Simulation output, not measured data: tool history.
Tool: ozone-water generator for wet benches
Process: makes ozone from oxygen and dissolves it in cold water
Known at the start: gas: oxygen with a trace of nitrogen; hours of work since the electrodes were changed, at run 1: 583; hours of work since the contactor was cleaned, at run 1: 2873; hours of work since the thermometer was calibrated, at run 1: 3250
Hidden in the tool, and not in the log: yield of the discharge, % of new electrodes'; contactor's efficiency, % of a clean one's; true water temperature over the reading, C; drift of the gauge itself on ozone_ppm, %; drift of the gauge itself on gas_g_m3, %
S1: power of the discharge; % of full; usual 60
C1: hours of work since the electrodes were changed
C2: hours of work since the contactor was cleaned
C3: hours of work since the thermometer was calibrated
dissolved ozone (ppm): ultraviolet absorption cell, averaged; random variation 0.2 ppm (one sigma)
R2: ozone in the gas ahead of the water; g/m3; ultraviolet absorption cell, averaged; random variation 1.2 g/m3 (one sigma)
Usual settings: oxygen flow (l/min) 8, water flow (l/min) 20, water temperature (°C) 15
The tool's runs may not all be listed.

Run 1, hour 0: usual settings; C1 583; C2 2873; C3 3250. Result: dissolved ozone (ppm) 29.1, R2 218.8 g/m3.
Run 2, hour 27.6: usual settings; C1 604; C2 2895; C3 3272. Result: dissolved ozone (ppm) 29.5, R2 219.2 g/m3.
Run 3, hour 43.6: usual settings; C1 617; C2 2907; C3 3284. Result: dissolved ozone (ppm) 29.3, R2 218.5 g/m3.
Run 4, hour 72.5: usual settings; C1 639; C2 2929; C3 3306. Result: dissolved ozone (ppm) 29.2, R2 219.5 g/m3.
Run 5, hour 103.4: usual settings; C1 663; C2 2953; C3 3330. Result: dissolved ozone (ppm) 29.7, R2 219.7 g/m3.
Run 6, hour 122.1: usual settings; C1 677; C2 2968; C3 3345. Result: dissolved ozone (ppm) 29.5, R2 220.2 g/m3.
Run 7, hour 139.5: usual settings; C1 690; C2 2981; C3 3358. Result: dissolved ozone (ppm) 29.5, R2 218.1 g/m3.
Run 8, hour 166.3: usual settings but water flow (l/min) 22; C1 711; C2 3002; C3 3379. Result: dissolved ozone (ppm) 27.3, R2 220.2 g/m3.
Run 9, hour 180.9: usual settings but water flow (l/min) 22; C1 722; C2 3013; C3 3390. Result: dissolved ozone (ppm) 27.1, R2 223.8 g/m3.
Run 10, hour 212: usual settings but oxygen flow (l/min) 12.01; C1 746; C2 3037; C3 3414. Result: dissolved ozone (ppm) 27.1, R2 172.1 g/m3.
Run 11, hour 241.5: usual settings but S1 85 % of full, oxygen flow (l/min) 4.9, water flow (l/min) 28, water temperature (°C) 9; C1 769; C2 3060; C3 3437. Result: dissolved ozone (ppm) 28.7, R2 373.8 g/m3.
Run 12, hour 258.2: usual settings but oxygen flow (l/min) 9.71, water flow (l/min) 22; C1 782; C2 3072; C3 3449. Result: dissolved ozone (ppm) 26.1, R2 199 g/m3.
Run 13, hour 274.8: usual settings but oxygen flow (l/min) 9.71, water flow (l/min) 22; C1 795; C2 3085; C3 3462. Result: dissolved ozone (ppm) 26.3, R2 196.4 g/m3.
Run 14, hour 287.6: usual settings but S1 81 % of full, oxygen flow (l/min) 9.71, water flow (l/min) 22; C1 805; C2 3095; C3 3472. Result: dissolved ozone (ppm) 32.3, R2 239.6 g/m3.
Run 15, hour 316.3: usual settings but water flow (l/min) 12, water temperature (°C) 20; C1 827; C2 3117; C3 3494. Result: dissolved ozone (ppm) 37.9, R2 222.7 g/m3.
Run 16, hour 335: usual settings but water flow (l/min) 12, water temperature (°C) 20; C1 841; C2 3132; C3 3509. Result: dissolved ozone (ppm) 37.8, R2 221.1 g/m3.
Run 17, hour 357.1: usual settings but water flow (l/min) 16, water temperature (°C) 8; C1 858; C2 3149; C3 3526. Result: dissolved ozone (ppm) 39.4, R2 222.8 g/m3.

Some steps in R2 between neighbouring runs. How much of each would the tool show without its hidden state too (settings, what came in, random variation), and how much is left for the hidden state, with any gauge scatter that isn't in both results?
Run 10 -> 11: S1 60 -> 85, oxygen flow (l/min) 12.01 -> 4.9, water flow (l/min) 20 -> 28, water temperature (°C) 15 -> 9. R2 +201.7 g/m3: hidden state +1.7, all else +200.
